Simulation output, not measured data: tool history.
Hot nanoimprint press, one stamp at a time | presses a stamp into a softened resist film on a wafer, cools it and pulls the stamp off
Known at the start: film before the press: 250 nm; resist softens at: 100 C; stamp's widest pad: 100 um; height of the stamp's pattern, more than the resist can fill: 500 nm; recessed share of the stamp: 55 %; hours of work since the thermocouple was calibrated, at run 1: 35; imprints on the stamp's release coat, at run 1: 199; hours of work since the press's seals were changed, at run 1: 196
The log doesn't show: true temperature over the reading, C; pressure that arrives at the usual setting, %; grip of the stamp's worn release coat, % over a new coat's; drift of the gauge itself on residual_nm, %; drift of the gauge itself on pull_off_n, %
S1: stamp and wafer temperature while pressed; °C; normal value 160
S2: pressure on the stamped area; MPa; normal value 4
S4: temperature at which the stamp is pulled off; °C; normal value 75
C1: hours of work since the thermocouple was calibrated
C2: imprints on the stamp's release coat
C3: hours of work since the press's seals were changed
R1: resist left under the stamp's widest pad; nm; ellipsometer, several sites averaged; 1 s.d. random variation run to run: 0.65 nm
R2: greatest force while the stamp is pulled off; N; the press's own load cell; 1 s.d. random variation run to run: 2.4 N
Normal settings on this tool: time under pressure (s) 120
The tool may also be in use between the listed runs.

Run 1, day 0: usual settings; C1 35; C2 199; C3 196. Result: R1 116.6 nm, R2 131 N.
Run 2, day 0.8: usual settings; C1 51; C2 285; C3 212. Result: R1 116.3 nm, R2 130 N.
Run 3, day 1.492: usual settings; C1 64; C2 360; C3 225. Result: R1 117.1 nm, R2 135 N.
Run 4, day 2.592: usual settings; C1 85; C2 478; C3 246. Result: R1 116.3 nm, R2 141 N.
Run 5, day 3.433: usual settings but S4 78 °C; C1 101; C2 569; C3 262. Result: R1 119.5 nm, R2 135 N.
Run 6, day 4.529: usual settings but S4 78 °C; C1 122; C2 686; C3 283. Result: R1 116.9 nm, R2 137 N.
Run 7, day 5.729: usual settings but S4 78 °C; C1 145; C2 816; C3 306. Result: R1 119.9 nm, R2 139 N.
Run 8, day 6.525: usual settings but S4 78 °C; C1 161; C2 902; C3 322. Result: R1 119.3 nm, R2 145 N.
Run 9, day 7.708: usual settings but S1 172 °C; C1 183; C2 1029; C3 344. Result: R1 73.4 nm, R2 155 N.
At day 8.988: stamp cleaned and given a new release coat.
Run 10, day 9.208: usual settings but S1 172 °C; C1 207; C2 24; C3 368. Result: R1 73.7 nm, R2 124 N.
Run 11, day 10.042: usual settings but S1 163 °C, time under pressure (s) 88, S4 68 °C; C1 223; C2 113; C3 384. Result: R1 119.8 nm, R2 143 N.
Run 12, day 11.171: usual settings but S1 156 °C, time under pressure (s) 189; C1 245; C2 235; C3 406. Result: R1 121.2 nm, R2 134 N.
Run 13, day 12.375: usual settings but S1 172 °C, S2 5.43 MPa; C1 268; C2 364; C3 429. Result: R1 63.6 nm, R2 139 N.
Run 14, day 12.921: usual settings but S1 172 °C, S2 5.43 MPa; C1 279; C2 423; C3 440. Result: R1 64.1 nm, R2 138 N.
Run 15, day 13.875: usual settings but S1 156 °C, time under pressure (s) 67; C1 297; C2 526; C3 458. Result: R1 169.5 nm, R2 146 N.
Run 16, day 14.846: usual settings but S2 2.49 MPa, time under pressure (s) 240, S4 76 °C; C1 316; C2 631; C3 477. Result: R1 115.5 nm, R2 136 N.
Run 17, day 15.421: usual settings but S1 149 °C, S4 67 °C; C1 327; C2 692; C3 487. Result: R1 180.9 nm, R2 164 N.

5 ways to go on from here, each from the tool as it stands after run 17. What would each give?
Run A, day 16.512: usual settings but S1 165 °C, S4 67 °C; C1 347; C2 810; C3 508. Result: R1 ?, R2 ?.
Run B, day 16.512: usual settings but S1 162 °C, S4 74 °C; C1 347; C2 810; C3 508. Result: R1 ?, R2 ?.
Run C, day 16.512: usual settings but S1 156 °C, S4 73 °C; C1 347; C2 810; C3 508. Result: R1 ?, R2 ?.
Run D, day 16.512: usual settings but S4 79 °C; C1 347; C2 810; C3 508. Result: R1 ?, R2 ?.
Run E, day 16.512: usual settings but S1 149 °C, S2 3.11 MPa, S4 73 °C; C1 347; C2 810; C3 508. Result: R1 ?, R2 ?.

run     R1   R2
  A  100.8  166
  B  112.8  151
  C  144.4  154
  D  122.9  144
  E  193.4  155
Without the tool's hidden state the same runs would have given:
run     R1   R2
  A   94.7  135
  B    106  123
  C  136.3  126
  D  115.6  118
  E  186.1  127

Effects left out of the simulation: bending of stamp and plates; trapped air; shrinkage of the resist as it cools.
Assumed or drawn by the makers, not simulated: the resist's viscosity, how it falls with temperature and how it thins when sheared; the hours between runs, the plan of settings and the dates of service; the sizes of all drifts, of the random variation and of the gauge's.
